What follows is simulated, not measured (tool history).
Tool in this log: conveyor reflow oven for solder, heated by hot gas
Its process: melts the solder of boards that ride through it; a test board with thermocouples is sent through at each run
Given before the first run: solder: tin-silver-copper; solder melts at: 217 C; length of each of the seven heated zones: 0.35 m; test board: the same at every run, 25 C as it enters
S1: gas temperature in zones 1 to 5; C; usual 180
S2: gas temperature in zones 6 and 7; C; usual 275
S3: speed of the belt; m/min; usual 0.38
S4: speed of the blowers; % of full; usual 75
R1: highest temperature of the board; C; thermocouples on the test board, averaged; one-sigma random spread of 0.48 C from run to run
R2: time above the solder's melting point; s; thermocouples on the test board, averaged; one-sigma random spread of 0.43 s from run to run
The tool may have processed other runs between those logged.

run,hour,S1,S2,S3,S4,R1,R2
1,0,180,275,0.38,75,264.4,96.4
2,18.6,180,275,0.38,75,264,97
3,60.2,180,275,0.38,75,263.6,97.1
4,102.6,180,275,0.38,75,262.6,96.4
5,129,180,275,0.38,75,262.8,97.3
6,151.8,180,275,0.38,75,262.9,96.6
7,173.7,180,275,0.38,75,261.7,95.6
# hour 183.2: flux residue cleaned out of gas plates and filters
8,221.3,180,275,0.38,75,264.2,98.3
9,241.3,180,275,0.38,75,264.7,98.2
10,275.8,180,275,0.38,75,264.1,98
11,301.1,180,289,0.38,75,276.7,105.4
12,323.7,191,281,0.44,83,268.3,91.1
13,357.4,191,281,0.44,83,267.7,92.1
14,387.5,191,281,0.44,83,268,90.8
15,422.6,180,289,0.38,75,275.8,105.2
16,442.3,180,276,0.38,54,259.7,94.8
17,473,172,283,0.38,54,264.3,93.9

Here are 5 independent what-if runs from the current tool condition. What would each one return?
A,511.1,180,275,0.45,59,?,?
B,511.1,193,285,0.38,75,?,?
C,511.1,180,275,0.341,78,?,?
D,511.1,180,275,0.38,62,?,?
E,511.1,176,275,0.442,64,?,?

run,R1,R2
A,253.4,73.1
B,273.1,109.7
C,264.7,110.8
D,259.3,93.6
E,255,73.8
With the hidden condition removed and each run's random variation left untouched, the same runs would have given:
run,R1,R2
A,256.4,75.8
B,275.8,110.3
C,267.3,112.3
D,261.9,95.6
E,258.1,76.5

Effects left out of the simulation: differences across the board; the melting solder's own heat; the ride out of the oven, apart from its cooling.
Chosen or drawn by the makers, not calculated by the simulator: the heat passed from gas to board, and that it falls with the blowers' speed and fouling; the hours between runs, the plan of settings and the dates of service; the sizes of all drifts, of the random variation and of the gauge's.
